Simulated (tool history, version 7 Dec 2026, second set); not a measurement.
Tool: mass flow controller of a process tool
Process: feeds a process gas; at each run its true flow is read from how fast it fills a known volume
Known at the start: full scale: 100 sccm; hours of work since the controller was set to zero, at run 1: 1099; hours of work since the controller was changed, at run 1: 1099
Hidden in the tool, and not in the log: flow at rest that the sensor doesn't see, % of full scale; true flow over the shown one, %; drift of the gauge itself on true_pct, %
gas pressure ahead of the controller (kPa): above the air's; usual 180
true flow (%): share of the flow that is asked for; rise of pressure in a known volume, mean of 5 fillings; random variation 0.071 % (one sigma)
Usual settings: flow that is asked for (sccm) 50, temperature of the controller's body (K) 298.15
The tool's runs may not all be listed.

run	hour	flow that is asked for (sccm)	gas pressure ahead of the controller (kPa)	temperature of the controller's body (K)	hours of work since the controller was set to zero	hours of work since the controller was changed	true flow (%)
1	0.0	50	180	298.15	1099	1099	98.95
2	74.8	50	180	298.15	1127	1127	98.97
3	144.1	50	180	298.15	1154	1154	98.91
4	216.7	50	180	298.15	1181	1181	98.92
5	287.9	50	180	302.15	1208	1208	98.72
6	344.4	50	180	302.15	1229	1229	98.83
7	409.9	50	180	302.15	1254	1254	98.75
8	442.2	50	182	298.15	1266	1266	98.82
9	509.1	50	180	298.15	1291	1291	98.75
10	558.1	50	180	296.15	1310	1310	98.82
11	594.1	50	180	296.15	1323	1323	98.89
# hour 601.2: controller's zero set anew
12	653.4	27	248	302.15	20	1346	97.94
13	693.6	27	248	302.15	35	1361	97.97
14	757.3	27	248	309.15	59	1385	97.59
15	799.7	18	156	295.15	75	1401	97.51
16	833.7	96	150	301.15	88	1414	99.27
# hour 874.1: controller's zero set anew, once more
17	882.5	96	150	301.15	3	1432	99.56
18	914.3	96	150	301.15	15	1444	99.51
19	959.2	17	144	301.15	32	1461	98.72
20	1034.7	25	270	300.15	61	1489	98.34

Forecast each of these 5 alternatives for the next run:
A	1082.4	25	270	313.15	79	1507	?
B	1082.4	25	210	300.15	79	1507	?
C	1082.4	25	170	300.15	79	1507	?
D	1082.4	77	172	301.15	79	1507	?
E	1082.4	14	210	295.15	79	1507	?

run	true flow (%)
A	98.20
B	98.76
C	98.83
D	99.24
E	98.43
Without the tool's hidden state the same runs would have given:
run	true flow (%)
A	98.93
B	99.49
C	99.57
D	99.82
E	99.34
